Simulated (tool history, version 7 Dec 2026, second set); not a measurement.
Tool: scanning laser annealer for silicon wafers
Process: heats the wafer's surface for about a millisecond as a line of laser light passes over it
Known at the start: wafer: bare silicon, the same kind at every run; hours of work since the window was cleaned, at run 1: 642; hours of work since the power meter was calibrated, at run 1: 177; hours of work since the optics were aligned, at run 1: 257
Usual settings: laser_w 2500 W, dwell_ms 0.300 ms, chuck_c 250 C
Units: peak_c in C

run,hour,laser_w,dwell_ms,chuck_c,hours of work since the window was cleaned,hours of work since the power meter was calibrated,hours of work since the optics were aligned,peak_c
1,0.0,2500,0.300,250,642,177,257,1024
2,20.4,2462,0.300,250,651,187,266,1006
3,42.0,2462,0.300,250,662,197,277,1005
4,63.4,2462,0.300,250,672,207,287,1002
5,84.1,2462,0.300,250,682,217,297,1003
6,99.3,2357,0.224,250,689,225,304,855
7,116.1,2710,0.364,243,697,232,312,1195
8,133.1,2710,0.364,243,705,241,320,1195
9,151.8,2435,0.217,283,714,250,329,895
10,174.3,2520,0.286,216,725,260,340,971

3 ways to go on from here, each from the tool as it stands after run 10. What would each give?
A,196.6,2176,0.286,214,735,271,350,?
B,196.6,2500,0.347,252,735,271,350,?
C,196.6,2740,0.286,245,735,271,350,?

run,peak_c
A,834
B,1084
C,1080
Without the tool's hidden state the same runs would have given:
run,peak_c
A,873
B,1137
C,1133

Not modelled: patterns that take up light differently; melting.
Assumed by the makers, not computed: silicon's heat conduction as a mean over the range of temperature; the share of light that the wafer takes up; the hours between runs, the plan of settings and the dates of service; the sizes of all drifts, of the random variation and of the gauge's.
